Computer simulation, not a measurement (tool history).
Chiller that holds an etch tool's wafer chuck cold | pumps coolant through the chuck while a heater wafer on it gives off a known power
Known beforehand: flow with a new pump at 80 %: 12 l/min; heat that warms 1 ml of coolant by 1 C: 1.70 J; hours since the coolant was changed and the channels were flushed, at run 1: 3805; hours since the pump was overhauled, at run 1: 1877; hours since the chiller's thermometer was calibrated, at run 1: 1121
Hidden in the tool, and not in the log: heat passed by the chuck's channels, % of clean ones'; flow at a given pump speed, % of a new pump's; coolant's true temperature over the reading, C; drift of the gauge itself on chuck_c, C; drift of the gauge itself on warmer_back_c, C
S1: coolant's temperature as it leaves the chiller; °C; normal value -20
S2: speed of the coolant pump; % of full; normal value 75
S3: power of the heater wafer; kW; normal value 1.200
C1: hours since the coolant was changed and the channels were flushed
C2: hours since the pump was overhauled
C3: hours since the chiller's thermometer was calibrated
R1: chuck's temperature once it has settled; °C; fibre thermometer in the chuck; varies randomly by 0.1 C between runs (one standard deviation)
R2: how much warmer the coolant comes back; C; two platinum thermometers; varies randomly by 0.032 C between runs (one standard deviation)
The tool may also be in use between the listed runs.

run	day	S1	S2	S3	C1	C2	C3	R1	R2
1	0.000	-20	75	1.200	3805	1877	1121	-8.6	3.96
2	1.800	-20	75	1.200	3848	1920	1164	-8.5	3.99
# day 3.146: coolant changed, channels flushed
3	4.004	-20	75	1.200	21	1967	1211	-10.3	4.00
4	5.004	-20	75	1.200	45	1991	1235	-10.2	3.91
5	6.042	-20	75	1.200	70	2016	1260	-10.4	3.92
6	7.467	-20	75	1.200	104	2050	1294	-10.3	3.90
7	8.746	-16	75	0.638	134	2081	1325	-10.8	2.11
8	10.254	-20	67	1.698	171	2117	1361	-5.1	6.33
# day 10.592: coolant pump overhauled
9	12.117	-11	75	1.200	210	37	1401	-1.1	4.05
10	14.238	-12	77	1.023	261	88	1452	-3.6	3.37
11	15.183	-17	97	1.582	284	110	1474	-6.0	4.09
12	17.058	-17	87	1.582	329	155	1519	-5.1	4.57

Below, some changes in R1 between adjacent runs. For each, the amount present without the hidden state too (settings, incoming material, random variation) and the amount remaining for the hidden state with gauge scatter not shared by both compared results:
Run 2 -> 3: coolant changed, channels flushed. R1 -1.8 °C: hidden state -1.9, all else +0.1.
Run 7 -> 8: S1 -16 -> -20, S2 75 -> 67, S3 0.638 -> 1.698. R1 +5.7 °C: hidden state +0.5, all else +5.2.
